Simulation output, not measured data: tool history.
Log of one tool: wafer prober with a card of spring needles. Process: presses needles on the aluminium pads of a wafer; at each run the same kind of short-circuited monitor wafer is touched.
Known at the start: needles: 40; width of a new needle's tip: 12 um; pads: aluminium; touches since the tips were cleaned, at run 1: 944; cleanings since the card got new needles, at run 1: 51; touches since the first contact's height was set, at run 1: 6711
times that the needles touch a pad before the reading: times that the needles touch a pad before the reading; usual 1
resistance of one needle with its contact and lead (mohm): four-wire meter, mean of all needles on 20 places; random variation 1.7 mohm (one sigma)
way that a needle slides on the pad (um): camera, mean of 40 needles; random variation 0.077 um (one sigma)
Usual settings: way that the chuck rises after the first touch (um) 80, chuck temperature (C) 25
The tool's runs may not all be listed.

run   hour  way that the chuck rises after the first touch (um)  chuck temperature (C)  times that the needles touch a pad before the reading  touches since the tips were cleaned  cleanings since the card got new needles  touches since the first contact's height was set  resistance of one needle with its contact and lead (mohm)  way that a needle slides on the pad (um)
  1    0.0                                                   80                     25                                                      1                                  944                                        51                                              6711                                                        181                                     18.40
       7.7  -- tips cleaned on abrasive film
  2    8.7                                                   80                     25                                                      1                                  318                                        52                                              9479                                                        180                                     18.53
      18.1  -- tips cleaned on abrasive film
  3   18.7                                                   80                     25                                                      1                                  214                                        53                                             12683                                                        178                                     18.44
      28.6  -- tips cleaned on abrasive film
  4   30.7                                                   80                     32                                                      1                                  701                                        54                                             16524                                                        184                                     18.50
      39.6  -- tips cleaned on abrasive film
  5   41.5                                                   80                     32                                                      1                                  587                                        55                                             19945                                                        178                                     18.44
      50.3  -- tips cleaned on abrasive film
  6   57.0                                                   80                     32                                                      1                                 2166                                        56                                             24915                                                        194                                     18.30
      61.5  -- tips cleaned on abrasive film
  7   69.5                                                   80                     32                                                      1                                 2583                                        57                                             28919                                                        195                                     18.46
      72.0  -- tips cleaned on abrasive film
  8   82.1                                                   80                     32                                                      1                                 3262                                        58                                             32947                                                        202                                     18.31
      83.6  -- tips cleaned on abrasive film
  9   93.4                                                   80                     32                                                      1                                 3135                                        59                                             36549                                                        199                                     18.24
      94.2  -- tips cleaned on abrasive film
 10  100.5                                                   82                     98                                                      2                                 2002                                        60                                             38801                                                        198                                     18.70
     105.0  -- tips cleaned on abrasive film
     116.0  -- tips cleaned on abrasive film
 11  117.0                                                   66                     31                                                      1                                  315                                        62                                             44058                                                        183                                     14.91
     127.0  -- tips cleaned on abrasive film
 12  132.4                                                   66                     31                                                      1                                 1751                                        63                                             48996                                                        199                                     14.97
     137.4  -- tips cleaned on abrasive film
 13  140.4                                                   66                     31                                                      1                                  958                                        64                                             51532                                                        194                                     14.87
     148.4  -- tips cleaned on abrasive film
 14  155.4                                                   66                     31                                                      1                                 2252                                        65                                             56360                                                        206                                     15.02
     158.9  -- tips cleaned on abrasive film
     169.4  -- tips cleaned on abrasive film
 15  171.6                                                   66                     31                                                      1                                  710                                        67                                             61499                                                        187                                     14.96

3 ways to go on from here, each from the tool as it stands after run 15. What would each give?
     179.8  -- tips cleaned on abrasive film
  A  184.1                                                   86                     37                                                      1                                 1372                                        68                                             65497                                                          ?                                         ?
     179.8  -- tips cleaned on abrasive film
  B  184.1                                                   67                     46                                                      1                                 1372                                        68                                             65497                                                          ?                                         ?
     179.8  -- tips cleaned on abrasive film
  C  184.1                                                   60                     25                                                      1                                 1372                                        68                                             65497                                                          ?                                         ?

run  resistance of one needle with its contact and lead (mohm)  way that a needle slides on the pad (um)
  A                                                        187                                     19.47
  B                                                        192                                     15.18
  C                                                        195                                     13.53
Without the tool's hidden state the same runs would have given:
run  resistance of one needle with its contact and lead (mohm)  way that a needle slides on the pad (um)
  A                                                        176                                     19.91
  B                                                        175                                     15.62
  C                                                        173                                     13.96
